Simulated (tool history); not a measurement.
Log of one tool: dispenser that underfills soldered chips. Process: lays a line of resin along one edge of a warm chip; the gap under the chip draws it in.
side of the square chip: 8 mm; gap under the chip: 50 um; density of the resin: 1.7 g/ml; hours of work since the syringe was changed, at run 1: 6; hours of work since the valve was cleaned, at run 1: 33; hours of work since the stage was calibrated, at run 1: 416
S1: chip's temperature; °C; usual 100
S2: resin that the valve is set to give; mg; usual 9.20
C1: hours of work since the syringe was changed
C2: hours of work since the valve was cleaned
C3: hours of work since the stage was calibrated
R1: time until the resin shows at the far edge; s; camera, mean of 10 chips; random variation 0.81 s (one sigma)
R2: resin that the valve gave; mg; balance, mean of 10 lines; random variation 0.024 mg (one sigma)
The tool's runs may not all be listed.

run   hour   S1     S2  C1  C2   C3     R1     R2
  1    0.0  100   9.20   6  33  416   88.8   9.08
       1.4  -- new syringe of resin
       9.5  -- new syringe of resin
      11.2  -- stage's temperature calibrated
  2   15.5  100   9.20   4  43    3   88.8   9.03
      17.6  -- dispensing valve cleaned and set on the balance
      20.2  -- new syringe of resin
  3   24.0  100   9.20   3   5    9   85.3   9.16
      28.8  -- new syringe of resin
  4   34.8  109   9.20   5  13   17   70.2   9.08
      37.4  -- new syringe of resin
  5   44.7  109   9.20   6  20   24   72.5   9.10
      46.0  -- new syringe of resin
      54.2  -- new syringe of resin
  6   57.2  109   9.20   2  29   33   63.6   9.02
      62.2  -- new syringe of resin
  7   69.6  109   9.20   6  38   42   73.7   8.97
      70.5  -- new syringe of resin
      79.0  -- new syringe of resin
      80.0  -- dispensing valve cleaned and set on the balance
  8   83.8  107   9.20   3   3   52   69.2   9.11
      88.5  -- new syringe of resin
  9   92.9  107   9.20   3  10   59   71.3   9.10
      96.4  -- new syringe of resin
 10  100.9  100   9.20   3  15   65   84.6   9.05
     104.4  -- new syringe of resin
 11  107.5  100   8.16   2  20   69   81.5   8.01
     112.6  -- new syringe of resin
 12  117.8  100   8.16   4  28   77   87.8   7.99
     121.0  -- new syringe of resin
 13  128.0  100   8.06   5  35   84   92.9   7.83
     129.0  -- new syringe of resin
     137.5  -- new syringe of resin
 14  138.7  100  10.35   1  43   92   75.3  10.01
     142.0  -- dispensing valve cleaned and set on the balance
     146.9  -- new syringe of resin
 15  148.2  100  10.35   1   4   98   75.9  10.32
     155.0  -- new syringe of resin
 16  155.3  100  10.35   0  10  104   74.2  10.27
     163.5  -- new syringe of resin
 17  165.1   88   9.20   1  17  111  105.9   9.14
     172.4  -- new syringe of resin
 18  177.6   89   9.10   4  26  120  117.2   8.93
     180.9  -- new syringe of resin
     188.9  -- new syringe of resin
 19  189.7  108  11.56   1  35  129   61.5  11.32
 20  196.2  103   8.93   6  40  134   85.7   8.68
     197.3  -- new syringe of resin
     203.3  -- dispensing valve cleaned and set on the balance
     206.4  -- new syringe of resin
 21  206.6  111   9.37   0   2  141   56.6   9.38
     214.6  -- new syringe of resin
 22  219.2  111  11.22   3  12  150   62.0  11.19
     223.0  -- new syringe of resin
 23  227.2  111  10.94   3  17  156   62.4  10.86
     231.4  -- new syringe of resin
 24  235.6  111   7.86   3  24  162   64.2   7.73
     239.5  -- new syringe of resin
 25  246.9  111   7.86   6  32  170   70.5   7.69
     247.9  -- new syringe of resin
     256.3  -- new syringe of resin
 26  258.0  111   7.86   1  40  178   59.6   7.66
     264.5  -- dispensing valve cleaned and set on the balance
     266.0  -- new syringe of resin
 27  267.8  111   7.86   1   2  185   58.7   7.88
     274.0  -- new syringe of resin
 28  279.1  106  10.74   4  11  193   70.6  10.66
     282.0  -- new syringe of resin
 29  288.5  106  10.74   5  18  200   75.1  10.63
     290.1  -- new syringe of resin
     299.0  -- new syringe of resin
 30  299.9  106  10.74   1  26  208   64.7  10.51
 31  306.3  108   9.76   6  31  213   74.9   9.58
     307.8  -- new syringe of resin
     316.0  -- new syringe of resin
 32  319.4  106   8.78   3  40  223   69.0   8.55
     324.3  -- new syringe of resin
     326.7  -- dispensing valve cleaned and set on the balance
     333.4  -- new syringe of resin
 33  333.4  113  10.64   0   5  232   52.0  10.58
     341.4  -- new syringe of resin
 34  347.6  108   9.59   5  15  243   71.4   9.50

The same runs without the tool's hidden state, with the same run-to-run variation:
The hidden state here: resin's viscosity, % of fresh resin's; dose that the valve gives, % of what is set; true chip temperature over the reading, C; drift of the gauge itself on fill_s, %; drift of the gauge itself on given_mg, %.
run     R1     R2
  1   74.4   9.23
  2   76.2   9.23
  3   75.8   9.21
  4   59.2   9.18
  5   58.5   9.24
  6   59.2   9.21
  7   59.1   9.21
  8   62.5   9.17
  9   62.5   9.20
 10   75.5   9.19
 11   75.8   8.15
 12   76.5   8.17
 13   76.6   8.04
 14   74.8  10.35
 15   73.9  10.35
 16   74.1  10.33
 17  104.0   9.24
 18  101.2   9.08
 19   60.1  11.57
 20   68.8   8.91
 21   56.5   9.38
 22   54.5  11.26
 23   55.8  10.97
 24   57.5   7.84
 25   57.6   7.85
 26   57.3   7.86
 27   56.9   7.89
 28   62.6  10.74
 29   63.9  10.75
 30   64.0  10.69
 31   61.3   9.77
 32   64.1   8.78
 33   53.1  10.63
 34   60.8   9.60

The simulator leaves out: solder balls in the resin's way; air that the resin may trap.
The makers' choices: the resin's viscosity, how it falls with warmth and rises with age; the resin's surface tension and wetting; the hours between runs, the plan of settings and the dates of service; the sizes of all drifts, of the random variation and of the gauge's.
